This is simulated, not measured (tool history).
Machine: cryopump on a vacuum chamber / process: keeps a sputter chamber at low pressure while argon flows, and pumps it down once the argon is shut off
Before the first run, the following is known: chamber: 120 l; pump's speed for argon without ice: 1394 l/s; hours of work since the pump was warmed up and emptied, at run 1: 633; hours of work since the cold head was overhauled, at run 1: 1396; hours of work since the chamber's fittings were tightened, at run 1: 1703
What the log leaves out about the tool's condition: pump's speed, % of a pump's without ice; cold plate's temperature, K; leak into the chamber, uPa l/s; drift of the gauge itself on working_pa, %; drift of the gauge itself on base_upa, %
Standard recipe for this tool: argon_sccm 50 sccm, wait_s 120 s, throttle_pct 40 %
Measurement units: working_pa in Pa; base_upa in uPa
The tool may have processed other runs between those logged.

| run | hour | argon_sccm | wait_s | throttle_pct | hours of work since the pump was warmed up and emptied | hours of work since the cold head was overhauled | hours of work since the chamber's fittings were tightened | working_pa | base_upa |
|---|---|---|---|---|---|---|---|---|---|
| 1 | 0.0 | 50 | 120 | 40 | 633 | 1396 | 1703 | 0.1661 | 2.02 |
| 2 | 20.6 | 50 | 120 | 40 | 650 | 1413 | 1719 | 0.1664 | 1.98 |
| 3 | 46.2 | 50 | 120 | 40 | 671 | 1434 | 1740 | 0.1649 | 2.05 |
| 4 | 91.6 | 38 | 120 | 40 | 707 | 1470 | 1777 | 0.1275 | 2.20 |
| 5 | 125.5 | 38 | 120 | 40 | 735 | 1498 | 1804 | 0.1274 | 2.15 |
|  | 142.8 | pump warmed up, emptied and cooled again |
| 6 | 165.8 | 50 | 120 | 40 | 19 | 1526 | 1833 | 0.1528 | 1.92 |
| 7 | 199.3 | 50 | 38 | 40 | 46 | 1554 | 1860 | 0.1542 | 2.48 |
| 8 | 240.7 | 50 | 28 | 40 | 79 | 1587 | 1894 | 0.1553 | 2.86 |
| 9 | 274.4 | 50 | 120 | 22 | 107 | 1615 | 1921 | 0.2775 | 1.96 |
| 10 | 323.3 | 50 | 120 | 22 | 146 | 1654 | 1961 | 0.2802 | 1.99 |
| 11 | 365.7 | 50 | 120 | 16 | 181 | 1689 | 1995 | 0.3839 | 2.00 |
| 12 | 395.5 | 50 | 120 | 40 | 205 | 1713 | 2019 | 0.1560 | 2.03 |
|  | 415.5 | leaking fittings of the chamber tightened, without venting |
| 13 | 431.7 | 42 | 120 | 40 | 233 | 1741 | 13 | 0.1323 | 0.56 |
| 14 | 464.1 | 42 | 120 | 25 | 259 | 1767 | 39 | 0.2083 | 0.61 |
| 15 | 492.6 | 42 | 120 | 25 | 282 | 1790 | 63 | 0.2082 | 0.60 |
| 16 | 528.2 | 42 | 120 | 25 | 311 | 1819 | 92 | 0.2098 | 0.63 |
| 17 | 558.6 | 42 | 120 | 25 | 336 | 1844 | 116 | 0.2104 | 0.67 |
| 18 | 595.2 | 34 | 42 | 29 | 365 | 1873 | 146 | 0.1489 | 1.18 |
| 19 | 638.7 | 50 | 120 | 27 | 401 | 1909 | 181 | 0.2334 | 0.70 |
| 20 | 678.0 | 46 | 57 | 19 | 433 | 1941 | 213 | 0.3047 | 1.07 |
| 21 | 712.6 | 50 | 219 | 16 | 461 | 1969 | 241 | 0.3865 | 0.62 |
| 22 | 754.0 | 50 | 219 | 16 | 494 | 2002 | 275 | 0.3915 | 0.64 |
| 23 | 802.8 | 50 | 219 | 16 | 534 | 2042 | 314 | 0.3904 | 0.72 |
| 24 | 832.0 | 22 | 120 | 40 | 558 | 2066 | 338 | 0.0723 | 0.89 |
| 25 | 854.9 | 22 | 120 | 40 | 576 | 2084 | 357 | 0.0721 | 0.90 |
| 26 | 878.3 | 49 | 69 | 53 | 595 | 2103 | 376 | 0.1238 | 1.14 |
| 27 | 910.7 | 50 | 62 | 37 | 621 | 2129 | 402 | 0.1779 | 1.19 |
| 28 | 954.7 | 35 | 192 | 15 | 657 | 2165 | 438 | 0.2927 | 0.80 |
| 29 | 992.0 | 79 | 172 | 55 | 687 | 2195 | 468 | 0.1991 | 0.89 |
| 30 | 1036.7 | 79 | 172 | 21 | 724 | 2232 | 504 | 0.4818 | 0.93 |
|  | 1066.7 | pump warmed up, emptied and cooled again |
| 31 | 1072.4 | 23 | 183 | 19 | 5 | 2257 | 529 | 0.1477 | 0.82 |
| 32 | 1095.9 | 30 | 120 | 40 | 24 | 2276 | 548 | 0.0930 | 0.93 |
| 33 | 1131.6 | 36 | 53 | 24 | 53 | 2305 | 577 | 0.1840 | 1.34 |

What if the next run were any one of these 5? Each begins from the tool's condition after run 33:
| A | 1170.1 | 83 | 62 | 40 | 84 | 2336 | 608 | ? | ? |
| B | 1170.1 | 83 | 232 | 16 | 84 | 2336 | 608 | ? | ? |
| C | 1170.1 | 63 | 120 | 37 | 84 | 2336 | 608 | ? | ? |
| D | 1170.1 | 96 | 120 | 40 | 84 | 2336 | 608 | ? | ? |
| E | 1170.1 | 30 | 41 | 24 | 84 | 2336 | 608 | ? | ? |

| run | working_pa | base_upa |
|---|---|---|
| A | 0.2588 | 1.30 |
| B | 0.6371 | 0.87 |
| C | 0.2092 | 0.95 |
| D | 0.2983 | 0.97 |
| E | 0.1535 | 1.55 |
Take away the tool's hidden state, keep each run's random variation, and the runs would have read:
| run | working_pa | base_upa |
|---|---|---|
| A | 0.2534 | 0.81 |
| B | 0.6317 | 0.39 |
| C | 0.2051 | 0.48 |
| D | 0.2921 | 0.49 |
| E | 0.1516 | 1.07 |

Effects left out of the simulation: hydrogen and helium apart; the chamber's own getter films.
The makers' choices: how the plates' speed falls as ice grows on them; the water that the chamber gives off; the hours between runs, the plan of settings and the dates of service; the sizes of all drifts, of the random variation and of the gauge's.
